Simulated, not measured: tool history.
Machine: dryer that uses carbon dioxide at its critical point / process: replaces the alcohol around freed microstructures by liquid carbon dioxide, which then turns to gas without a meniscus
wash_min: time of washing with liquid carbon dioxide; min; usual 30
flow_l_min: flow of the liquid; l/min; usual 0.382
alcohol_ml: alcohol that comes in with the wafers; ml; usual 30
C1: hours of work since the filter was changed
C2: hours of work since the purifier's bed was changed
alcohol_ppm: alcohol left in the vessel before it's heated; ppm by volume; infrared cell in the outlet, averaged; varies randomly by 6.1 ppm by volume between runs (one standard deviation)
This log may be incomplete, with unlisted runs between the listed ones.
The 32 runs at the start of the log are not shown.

Run 33, hour 630.0: usual settings but wash_min 35 min, flow_l_min 0.236 l/min, alcohol_ml 114 ml; C1 16; C2 672. Result: alcohol_ppm 3068 ppm by volume.
Run 34, hour 640.7: usual settings but wash_min 35 min, flow_l_min 0.236 l/min, alcohol_ml 114 ml; C1 20; C2 676. Result: alcohol_ppm 3035 ppm by volume.
Run 35, hour 661.2: usual settings but flow_l_min 0.434 l/min, alcohol_ml 68 ml; C1 29; C2 685. Result: alcohol_ppm 356 ppm by volume.
Run 36, hour 680.5: usual settings but flow_l_min 0.434 l/min, alcohol_ml 68 ml; C1 36; C2 692. Result: alcohol_ppm 354 ppm by volume.
Run 37, hour 696.5: usual settings but flow_l_min 0.434 l/min, alcohol_ml 68 ml; C1 43; C2 699. Result: alcohol_ppm 369 ppm by volume.
Run 38, hour 714.2: usual settings but alcohol_ml 98 ml; C1 50; C2 706. Result: alcohol_ppm 912 ppm by volume.
Run 39, hour 733.4: usual settings but wash_min 31 min, alcohol_ml 28 ml; C1 58; C2 714. Result: alcohol_ppm 247 ppm by volume.
Run 40, hour 759.3: usual settings but alcohol_ml 48 ml; C1 68; C2 724. Result: alcohol_ppm 461 ppm by volume.
Run 41, hour 771.1: usual settings but wash_min 29 min, alcohol_ml 42 ml; C1 73; C2 729. Result: alcohol_ppm 481 ppm by volume.
Run 42, hour 794.8: usual settings but flow_l_min 0.244 l/min, alcohol_ml 52 ml; C1 82; C2 738. Result: alcohol_ppm 2116 ppm by volume.
Run 43, hour 812.5: usual settings but wash_min 41 min, alcohol_ml 58 ml; C1 89; C2 745. Result: alcohol_ppm 158 ppm by volume.

Below are 4 alternative next runs, each starting from the tool's condition after run 43. Predict each:
Run A, hour 823.0: usual settings but wash_min 41 min, flow_l_min 0.274 l/min, alcohol_ml 58 ml; C1 94; C2 750. Result: alcohol_ppm ?.
Run B, hour 823.0: usual settings but wash_min 29 min, flow_l_min 0.252 l/min, alcohol_ml 109 ml; C1 94; C2 750. Result: alcohol_ppm ?.
Run C, hour 823.0: usual settings but wash_min 41 min, flow_l_min 0.347 l/min, alcohol_ml 24 ml; C1 94; C2 750. Result: alcohol_ppm ?.
Run D, hour 823.0: usual settings but wash_min 41 min, flow_l_min 0.271 l/min, alcohol_ml 95 ml; C1 94; C2 750. Result: alcohol_ppm ?.

run  alcohol_ppm
  A          656
  B         4564
  C          110
  D         1112
Without the tool's unlogged condition, the same runs would have read:
run  alcohol_ppm
  A          509
  B         3918
  C           67
  D          871

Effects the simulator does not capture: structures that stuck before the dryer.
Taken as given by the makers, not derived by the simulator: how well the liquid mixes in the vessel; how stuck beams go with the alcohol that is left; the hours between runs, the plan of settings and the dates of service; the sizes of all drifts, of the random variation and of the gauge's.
